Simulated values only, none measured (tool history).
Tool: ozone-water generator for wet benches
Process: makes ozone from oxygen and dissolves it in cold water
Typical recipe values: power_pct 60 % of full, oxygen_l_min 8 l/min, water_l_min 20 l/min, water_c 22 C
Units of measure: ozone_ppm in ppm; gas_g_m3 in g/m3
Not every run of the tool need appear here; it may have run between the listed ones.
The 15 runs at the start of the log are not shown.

Run 16, hour 443.6: usual settings. Result: ozone_ppm 19.2 ppm, gas_g_m3 142.7 g/m3.
Run 17, hour 471.2: usual settings. Result: ozone_ppm 19.1 ppm, gas_g_m3 142.5 g/m3.
Run 18, hour 500: usual settings. Result: ozone_ppm 18.9 ppm, gas_g_m3 141.7 g/m3.
Run 19, hour 529.2: usual settings. Result: ozone_ppm 19.1 ppm, gas_g_m3 140.5 g/m3.
Run 20, hour 562.4: usual settings but power_pct 73 % of full, oxygen_l_min 5.37 l/min, water_l_min 18 l/min, water_c 15 C. Result: ozone_ppm 25 ppm, gas_g_m3 183.9 g/m3.
Run 21, hour 585.4: usual settings but power_pct 42 % of full, oxygen_l_min 9.8 l/min, water_l_min 29 l/min, water_c 18 C. Result: ozone_ppm 13.2 ppm, gas_g_m3 104.8 g/m3.
Run 22, hour 626: usual settings but power_pct 83 % of full, oxygen_l_min 9.8 l/min, water_l_min 24 l/min, water_c 18 C. Result: ozone_ppm 22.8 ppm, gas_g_m3 162.3 g/m3.
Run 23, hour 659.2: usual settings but power_pct 86 % of full. Result: ozone_ppm 23.8 ppm, gas_g_m3 176.7 g/m3.
Run 24, hour 695.5: usual settings but power_pct 86 % of full. Result: ozone_ppm 24.2 ppm, gas_g_m3 175.6 g/m3.
Run 25, hour 720.2: usual settings but power_pct 75 % of full, oxygen_l_min 13.36 l/min, water_l_min 16 l/min, water_c 25 C. Result: ozone_ppm 23.1 ppm, gas_g_m3 137.3 g/m3.
Run 26, hour 740.6: usual settings but power_pct 45 % of full, oxygen_l_min 4.04 l/min, water_l_min 26 l/min, water_c 16 C. Result: ozone_ppm 12.1 ppm, gas_g_m3 150.3 g/m3.
Run 27, hour 765.7: usual settings but power_pct 67 % of full, oxygen_l_min 9.25 l/min. Result: ozone_ppm 20.8 ppm, gas_g_m3 145.5 g/m3.
Run 28, hour 791.9: usual settings but power_pct 67 % of full, oxygen_l_min 9.25 l/min. Result: ozone_ppm 20.8 ppm, gas_g_m3 143.7 g/m3.
Run 29, hour 811.3: usual settings but power_pct 67 % of full, oxygen_l_min 9.25 l/min. Result: ozone_ppm 20.6 ppm, gas_g_m3 144.1 g/m3.
Run 30, hour 835.3: usual settings but power_pct 67 % of full, oxygen_l_min 9.25 l/min. Result: ozone_ppm 20.6 ppm, gas_g_m3 145.4 g/m3.
Run 31, hour 876.2: usual settings but oxygen_l_min 6.77 l/min, water_l_min 31 l/min. Result: ozone_ppm 13.6 ppm, gas_g_m3 150.9 g/m3.
Run 32, hour 908.5: usual settings but power_pct 78 % of full, oxygen_l_min 5.5 l/min, water_l_min 21 l/min, water_c 21 C. Result: ozone_ppm 21.2 ppm, gas_g_m3 189.1 g/m3.
Run 33, hour 927.6: usual settings but water_c 17 C. Result: ozone_ppm 20.8 ppm, gas_g_m3 141.4 g/m3.

Forecast each of these 4 alternatives for the next run:
Run A, hour 970.7: usual settings but oxygen_l_min 12.32 l/min, water_c 23 C. Result: ozone_ppm ?, gas_g_m3 ?.
Run B, hour 970.7: usual settings but power_pct 53 % of full. Result: ozone_ppm ?, gas_g_m3 ?.
Run C, hour 970.7: usual settings but oxygen_l_min 9.28 l/min, water_c 17 C. Result: ozone_ppm ?, gas_g_m3 ?.
Run D, hour 970.7: usual settings but water_l_min 15 l/min, water_c 17 C. Result: ozone_ppm ?, gas_g_m3 ?.

run  ozone_ppm  gas_g_m3
  A       19.2     124.2
  B       17.7     131.4
  C       21.3     134.6
  D         25       141
What these runs would have given with no unlogged condition in the tool:
run  ozone_ppm  gas_g_m3
  A       19.2     124.2
  B       17.7     131.5
  C       21.3     134.6
  D         25       141
